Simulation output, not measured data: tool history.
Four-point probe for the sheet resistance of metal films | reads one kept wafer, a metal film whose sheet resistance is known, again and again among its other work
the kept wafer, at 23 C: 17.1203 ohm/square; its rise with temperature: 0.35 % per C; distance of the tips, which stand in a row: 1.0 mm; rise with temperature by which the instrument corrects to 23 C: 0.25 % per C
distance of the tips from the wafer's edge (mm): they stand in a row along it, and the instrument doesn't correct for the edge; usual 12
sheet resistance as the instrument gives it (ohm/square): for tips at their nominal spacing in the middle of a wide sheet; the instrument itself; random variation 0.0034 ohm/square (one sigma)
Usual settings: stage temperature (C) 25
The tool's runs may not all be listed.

run    hour  stage temperature (C)  distance of the tips from the wafer's edge (mm)  sheet resistance as the instrument gives it (ohm/square)
  1     0.0                     25                                               12                                                 17.184049
  2    25.8                     25                                               12                                                 17.186311
  3    46.5                     25                                               12                                                 17.179951
  4    80.1                     25                                               12                                                 17.183286
  5   107.8                     25                                               12                                                 17.183563
  6   130.7                     24                                               12                                                 17.164629
  7   156.4                     24                                               12                                                 17.167299
  8   173.8                     24                                               12                                                 17.160374
  9   200.7                     25                                               12                                                 17.177005
 10   233.3                     25                                               12                                                 17.175793
 11   259.2                     25                                               12                                                 17.179057
 12   288.3                     25                                               12                                                 17.177125
 13   315.5                     25                                               56                                                 17.119884
 14   347.6                     25                                               12                                                 17.173098
 15   362.8                     25                                               12                                                 17.172074
 16   396.2                     25                                               12                                                 17.176806
 17   417.5                     25                                               12                                                 17.169986
 18   450.5                     25                                               12                                                 17.176930
 19   480.6                     25                                               12                                                 17.177217
 20   504.1                     25                                               12                                                 17.178687
 21   521.3                     25                                               12                                                 17.170021
      523.3  -- stage's thermometer calibrated
 22   548.3                     25                                               12                                                 17.179487
 23   572.3                     30                                               27                                                 17.222905
      585.6  -- stage's thermometer calibrated, once more
 24   599.2                     33                                               21                                                 17.245323
 25   631.9                     33                                               14                                                 17.271740
 26   655.9                     25                                               11                                                 17.163492
 27   684.0                     19                                               33                                                 16.994223
 28   713.4                     32                                               68                                                 17.200505
 29   728.5                     18                                               20                                                 16.983934
 30   747.0                     18                                                3                                                 17.910811
 31   774.0                     34                                               44                                                 17.242054
 32   809.5                     30                                                5                                                 17.530454
 33   835.3                     34                                                6                                                 17.486665
 34   866.8                     31                                               26                                                 17.196388
 35   882.7                     25                                                7                                                 17.268097
 36   901.3                     25                                                5                                                 17.443999
 37   933.6                     19                                               23                                                 16.994343
 38   956.9                     26                                               35                                                 17.101832
 39   980.2                     19                                               35                                                 16.982413
 40  1008.3                     32                                                3                                                 18.158108
 41  1026.9                     32                                                3                                                 18.164207
 42  1062.6                     31                                               34                                                 17.187336
 43  1086.0                     24                                                5                                                 17.427786
 44  1116.3                     24                                                5                                                 17.427832

5 ways to go on from here, each from the tool as it stands after run 44. What would each give?
  A  1148.6                     22                                                4                                                         ?
  B  1148.6                     27                                               15                                                         ?
  C  1148.6                     21                                               13                                                         ?
  D  1148.6                     26                                                9                                                         ?
  E  1148.6                     21                                                4                                                         ?

run  sheet resistance as the instrument gives it (ohm/square)
  A                                                 17.573588
  B                                                 17.147816
  C                                                 17.063472
  D                                                 17.212200
  E                                                 17.562866
Without the tool's hidden state the same runs would have given:
run  sheet resistance as the instrument gives it (ohm/square)
  A                                                 17.655050
  B                                                 17.227569
  C                                                 17.142751
  D                                                 17.292213
  E                                                 17.644264
